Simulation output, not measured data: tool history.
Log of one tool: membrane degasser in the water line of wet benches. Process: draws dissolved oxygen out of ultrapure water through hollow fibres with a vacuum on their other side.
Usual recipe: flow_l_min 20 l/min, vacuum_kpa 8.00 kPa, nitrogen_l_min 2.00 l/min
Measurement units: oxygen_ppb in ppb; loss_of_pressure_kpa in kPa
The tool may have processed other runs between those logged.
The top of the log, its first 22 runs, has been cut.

run    hour  flow_l_min  vacuum_kpa  nitrogen_l_min  hours since the membrane was changed  hours since the vacuum gauge was calibrated  hours since the vacuum lines were made tight  oxygen_ppb  loss_of_pressure_kpa
 23  1243.5          29        7.54            2.00                                  3698                                         1697                                           566       162.1                 46.26
 24  1313.0          15        7.54            2.00                                  3768                                         1766                                           635        80.7                 24.25
 25  1345.5          30        8.00            2.00                                  3800                                         1799                                           668       185.5                 48.51
 26  1412.3          15       15.91            1.04                                  3867                                         1866                                           735       409.5                 24.12
 27  1454.5          20        7.34            2.00                                  3909                                         1908                                           777       105.2                 32.31
 28  1499.5          18       16.50            3.67                                  3954                                         1953                                           822       160.5                 28.90
 29  1531.6          18       16.50            3.67                                  3986                                         1985                                           854       163.8                 28.77
 30  1597.8          18       16.50            3.67                                  4052                                         2051                                           920       157.6                 29.19
 31  1665.5          27        5.54            3.67                                  4120                                         2119                                           988        57.0                 43.51
 32  1718.3          21        5.54            1.82                                  4173                                         2171                                          1041        71.5                 34.17
 33  1765.8          21        5.54            1.82                                  4220                                         2219                                          1088        72.2                 33.78

Here are 3 independent what-if runs from the current tool condition. What would each one return?
  A  1832.0          13       15.26            3.73                                  4287                                         2285                                          1154           ?                     ?
  B  1832.0          20        8.00            1.88                                  4287                                         2285                                          1154           ?                     ?
  C  1832.0          16        8.27            4.58                                  4287                                         2285                                          1154           ?                     ?

run  oxygen_ppb  loss_of_pressure_kpa
  A       102.7                 21.05
  B       126.5                 32.49
  C        47.8                 25.59
With the hidden condition removed and each run's random variation left untouched, the same runs would have given:
run  oxygen_ppb  loss_of_pressure_kpa
  A       100.9                 20.57
  B       122.5                 31.74
  C        46.2                 24.99
